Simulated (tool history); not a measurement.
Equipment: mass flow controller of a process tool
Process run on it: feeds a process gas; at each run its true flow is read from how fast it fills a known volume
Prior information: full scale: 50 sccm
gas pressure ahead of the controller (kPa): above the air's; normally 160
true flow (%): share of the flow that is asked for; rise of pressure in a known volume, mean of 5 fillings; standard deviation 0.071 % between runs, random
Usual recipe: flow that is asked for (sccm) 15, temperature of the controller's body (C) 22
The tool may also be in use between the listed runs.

| run | hour | flow that is asked for (sccm) | gas pressure ahead of the controller (kPa) | temperature of the controller's body (C) | true flow (%) |
|---|---|---|---|---|---|
| 1 | 0.0 | 15 | 160 | 22 | 103.07 |
|  | 45.7 | controller exchanged for a calibrated one |
| 2 | 218.4 | 15 | 160 | 22 | 99.90 |
| 3 | 412.1 | 8 | 160 | 22 | 99.85 |
| 4 | 547.6 | 8 | 160 | 22 | 100.07 |
| 5 | 725.7 | 9 | 160 | 22 | 100.06 |
| 6 | 957.9 | 33 | 160 | 22 | 100.26 |
| 7 | 1097.4 | 33 | 160 | 22 | 100.28 |
| 8 | 1318.2 | 33 | 160 | 22 | 100.41 |
| 9 | 1643.4 | 33 | 160 | 22 | 100.48 |
| 10 | 1949.5 | 24 | 205 | 23 | 100.79 |
| 11 | 2176.2 | 34 | 160 | 33 | 99.77 |
| 12 | 2361.3 | 34 | 160 | 33 | 100.02 |

Expected results for the next run?
| 13 | 2671.5 | 34 | 160 | 33 | ? |

{"run 13": {"true flow (%)": 100.01}}
With no hidden state in the tool, this same run would have given true flow (%) 99.02.
